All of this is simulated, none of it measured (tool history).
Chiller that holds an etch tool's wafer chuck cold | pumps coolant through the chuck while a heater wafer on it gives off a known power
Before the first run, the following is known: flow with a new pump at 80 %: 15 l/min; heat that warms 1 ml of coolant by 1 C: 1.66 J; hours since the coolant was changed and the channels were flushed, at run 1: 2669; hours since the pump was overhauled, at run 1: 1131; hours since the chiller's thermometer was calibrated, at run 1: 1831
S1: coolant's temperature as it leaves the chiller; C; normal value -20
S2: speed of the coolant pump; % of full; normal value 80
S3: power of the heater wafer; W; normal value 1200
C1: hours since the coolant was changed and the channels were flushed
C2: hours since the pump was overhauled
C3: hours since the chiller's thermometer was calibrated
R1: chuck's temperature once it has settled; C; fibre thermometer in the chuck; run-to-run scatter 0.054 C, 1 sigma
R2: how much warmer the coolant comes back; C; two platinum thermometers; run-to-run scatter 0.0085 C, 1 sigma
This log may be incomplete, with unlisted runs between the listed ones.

run 1 day=0 | S1=-20 S2=80 S3=1200 | C1=2669 C2=1131 C3=1831 | R1=-12.79 R2=2.875
run 2 day=1.038 | S1=-20 S2=80 S3=1595 | C1=2694 C2=1156 C3=1856 | R1=-10.38 R2=3.837
run 3 day=2.521 | S1=-20 S2=80 S3=1595 | C1=2729 C2=1192 C3=1892 | R1=-10.44 R2=3.852
run 4 day=3.392 | S1=-20 S2=80 S3=1200 | C1=2750 C2=1213 C3=1913 | R1=-12.74 R2=2.933
run 5 day=4.558 | S1=-20 S2=80 S3=1200 | C1=2778 C2=1241 C3=1941 | R1=-12.84 R2=2.931
run 6 day=6.329 | S1=-20 S2=80 S3=1200 | C1=2821 C2=1283 C3=1983 | R1=-12.79 R2=2.97
run 7 day=7.25 | S1=-20 S2=80 S3=1200 | C1=2843 C2=1305 C3=2005 | R1=-12.84 R2=2.969
run 8 day=8.583 | S1=-20 S2=80 S3=1200 | C1=2875 C2=1337 C3=2037 | R1=-12.9 R2=2.983
run 9 day=10.462 | S1=-20 S2=80 S3=1200 | C1=2920 C2=1382 C3=2082 | R1=-12.8 R2=3.006
run 10 day=12.429 | S1=-20 S2=80 S3=1200 | C1=2967 C2=1430 C3=2129 | R1=-12.81 R2=3.025
run 11 day=13.358 | S1=-20 S2=80 S3=1200 | C1=2989 C2=1452 C3=2152 | R1=-12.79 R2=3.032
run 12 day=15.033 | S1=-19 S2=80 S3=1200 | C1=3030 C2=1492 C3=2192 | R1=-11.79 R2=3.067
run 13 day=17.008 | S1=-19 S2=80 S3=1200 | C1=3077 C2=1540 C3=2239 | R1=-11.87 R2=3.098
run 14 day=18.808 | S1=-19 S2=80 S3=1200 | C1=3120 C2=1583 C3=2283 | R1=-11.77 R2=3.126
run 15 day=20.146 | S1=-20 S2=61 S3=1200 | C1=3152 C2=1615 C3=2315 | R1=-11.29 R2=4.131
run 16 day=21.338 | S1=-20 S2=80 S3=1200 | C1=3181 C2=1643 C3=2343 | R1=-12.7 R2=3.135
run 17 day=22.562 | S1=-20 S2=80 S3=1200 | C1=3210 C2=1673 C3=2373 | R1=-12.87 R2=3.162
run 18 day=23.871 | S1=-20 S2=80 S3=1200 | C1=3242 C2=1704 C3=2404 | R1=-12.78 R2=3.178
run 19 day=25.562 | S1=-20 S2=80 S3=1200 | C1=3282 C2=1745 C3=2445 | R1=-12.76 R2=3.187
run 20 day=27.138 | S1=-25 S2=80 S3=1200 | C1=3320 C2=1783 C3=2482 | R1=-17.85 R2=3.206
run 21 day=28.888 | S1=-19 S2=63 S3=626 | C1=3362 C2=1825 C3=2524 | R1=-14.62 R2=2.315
run 22 day=30.625 | S1=-20 S2=79 S3=683 | C1=3404 C2=1866 C3=2566 | R1=-15.82 R2=2.038
run 23 day=31.804 | S1=-20 S2=79 S3=1719 | C1=3432 C2=1895 C3=2594 | R1=-9.57 R2=4.577
run 24 day=33.525 | S1=-20 S2=80 S3=640 | C1=3473 C2=1936 C3=2636 | R1=-16.15 R2=1.932
run 25 day=34.862 | S1=-20 S2=84 S3=624 | C1=3505 C2=1968 C3=2668 | R1=-16.48 R2=1.823
run 26 day=36.421 | S1=-20 S2=84 S3=624 | C1=3543 C2=2005 C3=2705 | R1=-16.4 R2=1.87
-- day=37.546 gauge calibrated
-- day=37.808 chiller's thermometer calibrated
run 27 day=38.238 | S1=-17 S2=68 S3=1200 | C1=3585 C2=2048 C3=10 | R1=-8.88 R2=3.46
run 28 day=40.033 | S1=-17 S2=68 S3=1200 | C1=3629 C2=2091 C3=53 | R1=-8.91 R2=3.484
run 29 day=40.858 | S1=-20 S2=79 S3=1200 | C1=3648 C2=2111 C3=73 | R1=-12.73 R2=2.953
run 30 day=42.758 | S1=-20 S2=91 S3=1200 | C1=3694 C2=2157 C3=119 | R1=-13.39 R2=2.571
run 31 day=43.654 | S1=-20 S2=91 S3=1200 | C1=3715 C2=2178 C3=140 | R1=-13.46 R2=2.56
run 32 day=45.129 | S1=-28 S2=92 S3=1448 | C1=3751 C2=2213 C3=176 | R1=-20.05 R2=3.072

Predict each of these 3 candidate next runs independently; none follows another, all start after run 32:
run A day=46.696 | S1=-15 S2=80 S3=1200 | C1=3788 C2=2251 C3=213 | R1=? R2=?
run B day=46.696 | S1=-22 S2=94 S3=986 | C1=3788 C2=2251 C3=213 | R1=? R2=?
run C day=46.696 | S1=-20 S2=79 S3=1200 | C1=3788 C2=2251 C3=213 | R1=? R2=?

run=A R1=-7.72 R2=2.992
run=B R1=-16.75 R2=2.083
run=C R1=-12.73 R2=3.034
Without the tool's hidden state the same runs would have given:
run=A R1=-7.74 R2=2.881
run=B R1=-16.76 R2=1.973
run=C R1=-12.75 R2=2.924

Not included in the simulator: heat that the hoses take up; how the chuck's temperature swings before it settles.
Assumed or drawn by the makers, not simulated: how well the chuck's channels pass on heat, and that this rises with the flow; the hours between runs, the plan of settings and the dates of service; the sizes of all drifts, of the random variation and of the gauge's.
